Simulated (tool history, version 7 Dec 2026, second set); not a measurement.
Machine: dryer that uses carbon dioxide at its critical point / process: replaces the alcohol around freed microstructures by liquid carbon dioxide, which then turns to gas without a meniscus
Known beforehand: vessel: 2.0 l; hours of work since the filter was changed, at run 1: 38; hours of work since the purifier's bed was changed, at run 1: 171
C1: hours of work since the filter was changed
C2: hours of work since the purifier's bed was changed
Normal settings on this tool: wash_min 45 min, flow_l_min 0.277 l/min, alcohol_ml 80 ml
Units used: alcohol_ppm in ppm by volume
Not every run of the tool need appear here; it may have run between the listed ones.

run 1 day=0.000 | wash_min=45 flow_l_min=0.277 alcohol_ml=80 | C1=38 C2=171 | alcohol_ppm=513
run 2 day=0.267 | wash_min=45 flow_l_min=0.277 alcohol_ml=110 | C1=41 C2=175 | alcohol_ppm=673
run 3 day=0.675 | wash_min=45 flow_l_min=0.277 alcohol_ml=110 | C1=46 C2=179 | alcohol_ppm=686
run 4 day=1.004 | wash_min=45 flow_l_min=0.277 alcohol_ml=110 | C1=50 C2=184 | alcohol_ppm=689
run 5 day=1.408 | wash_min=33 flow_l_min=0.277 alcohol_ml=110 | C1=55 C2=188 | alcohol_ppm=2247
run 6 day=1.883 | wash_min=33 flow_l_min=0.277 alcohol_ml=110 | C1=61 C2=194 | alcohol_ppm=2229
run 7 day=2.212 | wash_min=39 flow_l_min=0.277 alcohol_ml=110 | C1=65 C2=198 | alcohol_ppm=1221
run 8 day=2.475 | wash_min=39 flow_l_min=0.277 alcohol_ml=110 | C1=68 C2=202 | alcohol_ppm=1211
run 9 day=2.854 | wash_min=55 flow_l_min=0.191 alcohol_ml=22 | C1=73 C2=206 | alcohol_ppm=306
run 10 day=3.167 | wash_min=72 flow_l_min=0.211 alcohol_ml=56 | C1=77 C2=210 | alcohol_ppm=168
run 11 day=3.658 | wash_min=56 flow_l_min=0.300 alcohol_ml=42 | C1=83 C2=216 | alcohol_ppm=71
run 12 day=4.096 | wash_min=44 flow_l_min=0.227 alcohol_ml=61 | C1=88 C2=221 | alcohol_ppm=981
run 13 day=4.483 | wash_min=32 flow_l_min=0.369 alcohol_ml=80 | C1=93 C2=226 | alcohol_ppm=610
run 14 day=4.942 | wash_min=32 flow_l_min=0.269 alcohol_ml=66 | C1=99 C2=232 | alcohol_ppm=1634
run 15 day=5.433 | wash_min=30 flow_l_min=0.275 alcohol_ml=35 | C1=105 C2=238 | alcohol_ppm=961
run 16 day=5.946 | wash_min=30 flow_l_min=0.275 alcohol_ml=35 | C1=111 C2=244 | alcohol_ppm=1008

Alternative continuations, all from the tool just after run 16; predict every row:
run A day=6.238 | wash_min=30 flow_l_min=0.275 alcohol_ml=35 | C1=115 C2=248 | alcohol_ppm=?
run B day=6.238 | wash_min=45 flow_l_min=0.277 alcohol_ml=29 | C1=115 C2=248 | alcohol_ppm=?
run C day=6.238 | wash_min=45 flow_l_min=0.277 alcohol_ml=59 | C1=115 C2=248 | alcohol_ppm=?

run=A alcohol_ppm=1012
run=B alcohol_ppm=200
run=C alcohol_ppm=397
Stripped of hidden state, with their random variation kept, the same runs would have yielded:
run=A alcohol_ppm=919
run=B alcohol_ppm=166
run=C alcohol_ppm=340
